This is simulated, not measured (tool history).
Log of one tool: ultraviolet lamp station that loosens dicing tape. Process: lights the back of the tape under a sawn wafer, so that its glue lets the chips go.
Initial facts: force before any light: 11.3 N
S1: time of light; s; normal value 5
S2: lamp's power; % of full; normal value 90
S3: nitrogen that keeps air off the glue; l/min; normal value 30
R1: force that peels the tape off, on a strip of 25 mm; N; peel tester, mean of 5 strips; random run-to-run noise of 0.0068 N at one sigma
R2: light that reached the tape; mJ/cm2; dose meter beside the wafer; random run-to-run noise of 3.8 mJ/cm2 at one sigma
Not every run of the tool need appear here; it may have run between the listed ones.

Run 1, hour 0.0: usual settings. Result: R1 0.683 N, R2 370 mJ/cm2.
Run 2, hour 37.4: usual settings. Result: R1 0.724 N, R2 356 mJ/cm2.
At hour 74.5: lamp changed.
Run 3, hour 110.2: usual settings. Result: R1 0.268 N, R2 574 mJ/cm2.
Run 4, hour 156.7: usual settings but S2 70 % of full. Result: R1 0.477 N, R2 433 mJ/cm2.
Run 5, hour 208.2: usual settings but S2 70 % of full. Result: R1 0.517 N, R2 425 mJ/cm2.
Run 6, hour 254.6: usual settings but S1 7 s, S2 70 % of full. Result: R1 0.278 N, R2 576 mJ/cm2.
At hour 287.3: window cleaned of glue's vapour.
Run 7, hour 302.7: usual settings but S1 7 s, S2 78 % of full. Result: R1 0.281 N, R2 558 mJ/cm2.
Run 8, hour 364.0: usual settings but S1 7 s, S2 78 % of full. Result: R1 0.300 N, R2 538 mJ/cm2.
Run 9, hour 437.7: usual settings but S1 4 s. Result: R1 0.872 N, R2 334 mJ/cm2.
At hour 501.2: window cleaned of glue's vapour, once more.
Run 10, hour 513.4: usual settings but S3 14 l/min. Result: R1 0.454 N, R2 565 mJ/cm2.
Run 11, hour 584.4: usual settings but S3 14 l/min. Result: R1 0.503 N, R2 536 mJ/cm2.
Run 12, hour 623.7: usual settings but S3 13 l/min. Result: R1 0.547 N, R2 520 mJ/cm2.
Run 13, hour 664.6: usual settings but S3 13 l/min. Result: R1 0.617 N, R2 500 mJ/cm2.
Run 14, hour 702.1: usual settings but S2 95 % of full. Result: R1 0.336 N, R2 512 mJ/cm2.
Run 15, hour 760.2: usual settings but S2 94 % of full. Result: R1 0.352 N, R2 497 mJ/cm2.
Run 16, hour 806.5: usual settings but S1 2 s. Result: R1 2.613 N, R2 188 mJ/cm2.
Run 17, hour 848.9: usual settings but S1 2 s. Result: R1 2.796 N, R2 176 mJ/cm2.
Run 18, hour 915.4: usual settings but S1 2 s. Result: R1 2.880 N, R2 171 mJ/cm2.
At hour 975.7: window cleaned of glue's vapour.
Run 19, hour 982.9: usual settings but S1 4 s. Result: R1 0.638 N, R2 382 mJ/cm2.
Run 20, hour 1037.2: usual settings but S1 10 s. Result: R1 0.180 N, R2 920 mJ/cm2.
Run 21, hour 1110.3: usual settings but S1 10 s. Result: R1 0.188 N, R2 885 mJ/cm2.
Run 22, hour 1179.2: usual settings but S2 79 % of full. Result: R1 0.681 N, R2 366 mJ/cm2.
Run 23, hour 1253.7: usual settings but S1 10 s, S2 79 % of full, S3 53 l/min. Result: R1 0.183 N, R2 704 mJ/cm2.
Run 24, hour 1323.0: usual settings but S1 9 s, S2 72 % of full, S3 10 l/min. Result: R1 0.619 N, R2 543 mJ/cm2.
Run 25, hour 1383.0: usual settings but S1 10 s. Result: R1 0.189 N, R2 723 mJ/cm2.
Run 26, hour 1435.0: usual settings but S1 3 s, S2 64 % of full, S3 18 l/min. Result: R1 4.042 N, R2 150 mJ/cm2.
At hour 1452.3: window cleaned of glue's vapour.
Run 27, hour 1497.9: usual settings but S2 89 % of full, S3 53 l/min. Result: R1 0.473 N, R2 380 mJ/cm2.
Run 28, hour 1565.2: usual settings but S1 7 s, S3 16 l/min. Result: R1 0.499 N, R2 517 mJ/cm2.
At hour 1569.8: lamp changed.
Run 29, hour 1630.1: usual settings but S1 3 s, S3 29 l/min. Result: R1 0.795 N, R2 354 mJ/cm2.
Run 30, hour 1669.1: usual settings but S1 2 s, S2 63 % of full, S3 29 l/min. Result: R1 3.244 N, R2 158 mJ/cm2.
Run 31, hour 1742.2: usual settings but S1 2 s, S2 63 % of full, S3 29 l/min. Result: R1 3.380 N, R2 153 mJ/cm2.
Run 32, hour 1793.6: usual settings but S1 3 s, S2 63 % of full, S3 32 l/min. Result: R1 1.915 N, R2 226 mJ/cm2.
Run 33, hour 1841.8: usual settings but S1 6 s, S3 29 l/min. Result: R1 0.250 N, R2 613 mJ/cm2.
Run 34, hour 1885.6: usual settings but S1 3 s, S2 99 % of full, S3 34 l/min. Result: R1 0.839 N, R2 328 mJ/cm2.
Run 35, hour 1921.0: usual settings but S1 3 s, S2 62 % of full, S3 20 l/min. Result: R1 2.688 N, R2 202 mJ/cm2.
At hour 1928.5: window cleaned of glue's vapour.
Run 36, hour 1994.0: usual settings but S2 70 % of full, S3 36 l/min. Result: R1 0.452 N, R2 430 mJ/cm2.
Run 37, hour 2059.8: usual settings but S2 70 % of full, S3 36 l/min. Result: R1 0.491 N, R2 409 mJ/cm2.
Run 38, hour 2122.4: usual settings but S1 8 s, S2 70 % of full, S3 47 l/min. Result: R1 0.201 N, R2 633 mJ/cm2.
Run 39, hour 2176.1: usual settings but S1 3 s, S2 96 % of full, S3 15 l/min. Result: R1 1.481 N, R2 318 mJ/cm2.
Run 40, hour 2213.4: usual settings but S3 47 l/min. Result: R1 0.310 N, R2 477 mJ/cm2.
Run 41, hour 2292.3: usual settings but S3 10 l/min. Result: R1 0.963 N, R2 452 mJ/cm2.
Run 42, hour 2346.6: usual settings but S3 10 l/min. Result: R1 1.034 N, R2 435 mJ/cm2.
At hour 2409.7: window cleaned of glue's vapour.
Run 43, hour 2419.6: usual settings but S1 3 s, S2 64 % of full, S3 11 l/min. Result: R1 3.388 N, R2 205 mJ/cm2.

Consider 3 possible next runs. They are alternatives, not a sequence: every one starts from the tool as it was left by run 43. What does each give?
Run A, hour 2482.1: usual settings but S1 3 s, S2 91 % of full, S3 11 l/min. Result: R1 ?, R2 ?.
Run B, hour 2482.1: usual settings but S1 3 s, S2 67 % of full, S3 11 l/min. Result: R1 ?, R2 ?.
Run C, hour 2482.1: usual settings but S2 76 % of full, S3 11 l/min. Result: R1 ?, R2 ?.

run     R1   R2
  A  2.177  284
  B  3.288  208
  C  1.208  392
Stripped of hidden state, with their random variation kept, the same runs would have yielded:
run     R1   R2
  A  1.223  390
  B  2.113  286
  C  0.597  540

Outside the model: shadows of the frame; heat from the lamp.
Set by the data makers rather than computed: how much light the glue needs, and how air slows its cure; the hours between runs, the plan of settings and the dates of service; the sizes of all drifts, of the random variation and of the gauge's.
